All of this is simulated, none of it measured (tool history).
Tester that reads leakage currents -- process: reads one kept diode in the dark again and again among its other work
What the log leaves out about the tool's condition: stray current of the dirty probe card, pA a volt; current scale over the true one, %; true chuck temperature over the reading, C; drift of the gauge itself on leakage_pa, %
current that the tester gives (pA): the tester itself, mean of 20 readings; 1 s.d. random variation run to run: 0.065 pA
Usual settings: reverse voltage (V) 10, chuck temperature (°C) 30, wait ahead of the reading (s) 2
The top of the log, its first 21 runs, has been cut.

| run | day | reverse voltage (V) | chuck temperature (°C) | wait ahead of the reading (s) | hours of work since the probe card was cleaned | hours of work since the tester was calibrated | hours of work since the chuck was calibrated | current that the tester gives (pA) |
|---|---|---|---|---|---|---|---|---|
| 22 | 39.692 | 2.4 | 22 | 2.54 | 44 | 784 | 206 | 3.95 |
| 23 | 41.329 | 1.6 | 30 | 2 | 73 | 813 | 236 | 6.1 |
| 24 | 43.333 | 1.6 | 30 | 0.38 | 109 | 849 | 271 | 6.83 |
| 25 | 44.971 | 1 | 22 | 4.47 | 138 | 878 | 301 | 2.76 |
| 26 | 47.254 | 1 | 22 | 4.47 | 179 | 919 | 341 | 2.59 |
| 27 | 48.783 | 10 | 38 | 0.38 | 206 | 946 | 369 | 28.83 |
| 28 | 49.833 | 10 | 38 | 0.38 | 225 | 965 | 387 | 28.62 |
| 29 | 51.112 | 10 | 38 | 0.38 | 248 | 988 | 410 | 28.67 |
| 30 | 52.146 | 10 | 38 | 0.38 | 266 | 1006 | 429 | 28.64 |
| 31 | 54.379 | 7.7 | 40 | 2.3 | 306 | 1046 | 468 | 24.82 |
| 32 | 56.083 | 14.5 | 40 | 2.3 | 337 | 1077 | 499 | 32.69 |
| 33 | 57.129 | 4.4 | 46 | 4.63 | 355 | 1095 | 518 | 29.41 |
| 34 | 59.529 | 4.9 | 26 | 8.87 | 398 | 1138 | 560 | 7.09 |
| 35 | 61.65 | 2.1 | 32 | 1.57 | 436 | 1176 | 598 | 8.04 |
| 36 | 63.408 | 4.7 | 46 | 3.34 | 467 | 1207 | 630 | 30.3 |
| 37 | 65.317 | 2.8 | 36 | 0.37 | 501 | 1242 | 664 | 13.35 |
| 38 | 67.775 | 9.9 | 22 | 1.36 | 545 | 1285 | 708 | 8.31 |
| 39 | 69.258 | 6.9 | 58 | 0.68 | 572 | 1312 | 734 | 81.21 |

5 ways to go on from here, each from the tool as it stands after run 39. What would each give?
| A | 71.096 | 1.1 | 30 | 1.21 | 604 | 1345 | 767 | ? |
| B | 71.096 | 4 | 58 | 0.68 | 604 | 1345 | 767 | ? |
| C | 71.096 | 18.7 | 27 | 4.1 | 604 | 1345 | 767 | ? |
| D | 71.096 | 1.4 | 58 | 0.68 | 604 | 1345 | 767 | ? |
| E | 71.096 | 1.3 | 40 | 9.96 | 604 | 1345 | 767 | ? |

| run | current that the tester gives (pA) |
|---|---|
| A | 5.31 |
| B | 64.36 |
| C | 14.31 |
| D | 41.61 |
| E | 11.53 |
Without the tool's unlogged condition, the same runs would have read:
| run | current that the tester gives (pA) |
|---|---|
| A | 5.31 |
| B | 64.34 |
| C | 14.29 |
| D | 41.59 |
| E | 11.53 |
